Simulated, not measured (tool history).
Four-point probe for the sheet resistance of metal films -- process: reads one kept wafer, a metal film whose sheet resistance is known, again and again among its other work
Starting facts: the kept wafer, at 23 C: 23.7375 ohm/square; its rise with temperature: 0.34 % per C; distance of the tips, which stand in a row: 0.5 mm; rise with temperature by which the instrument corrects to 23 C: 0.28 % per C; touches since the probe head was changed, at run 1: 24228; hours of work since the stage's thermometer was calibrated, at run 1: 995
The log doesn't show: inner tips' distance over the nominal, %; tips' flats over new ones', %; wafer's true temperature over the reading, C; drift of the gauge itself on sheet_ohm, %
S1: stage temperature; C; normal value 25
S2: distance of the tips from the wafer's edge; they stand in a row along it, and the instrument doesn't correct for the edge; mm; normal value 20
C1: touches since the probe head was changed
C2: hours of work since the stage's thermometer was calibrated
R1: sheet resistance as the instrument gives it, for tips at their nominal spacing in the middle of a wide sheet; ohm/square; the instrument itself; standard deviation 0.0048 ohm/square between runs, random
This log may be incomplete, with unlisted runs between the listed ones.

run,hour,S1,S2,C1,C2,R1
1,0,25,20,24228,995,23.798766
2,27.8,25,20,25534,1010,23.796365
3,79.7,25,4,27972,1038,23.992918
4,139.5,25,25,30778,1071,23.795629
5,180,25,25,32678,1094,23.805674
6,227.7,18,25,34920,1120,23.721938
7,274.6,30,20,37120,1146,23.887006
8,325.7,30,20,39517,1174,23.893243
9,373.2,30,20,41749,1200,23.901212
10,403.2,25,20,43160,1216,23.837313
11,443.4,28,9,45047,1238,23.914604
12,490.4,22,30,47254,1264,23.78932
13,534.6,22,30,49328,1289,23.793145
# hour 537.7: stage's thermometer calibrated
14,587.9,33,9,51805,28,23.986061
# hour 633.2: stage's thermometer calibrated, once more
15,634,29,53,53945,0,23.873611
16,689.5,23,21,56553,31,23.814664
17,732.1,27,8,58554,54,23.913338
18,791.9,25,20,61360,87,23.848552
19,843.4,21,4,63776,116,23.995181
20,874.8,31,10,65253,133,23.960892

Alternative continuations, all from the tool just after run 20; predict every row:
A,910.7,26,27,66939,153,?
B,910.7,20,5,66939,153,?
C,910.7,31,7,66939,153,?

run,R1
A,23.87675
B,23.910522
C,23.996455
Had the tool no hidden state, the same runs would have come out as:
run,R1
A,23.785817
B,23.819457
C,23.905115
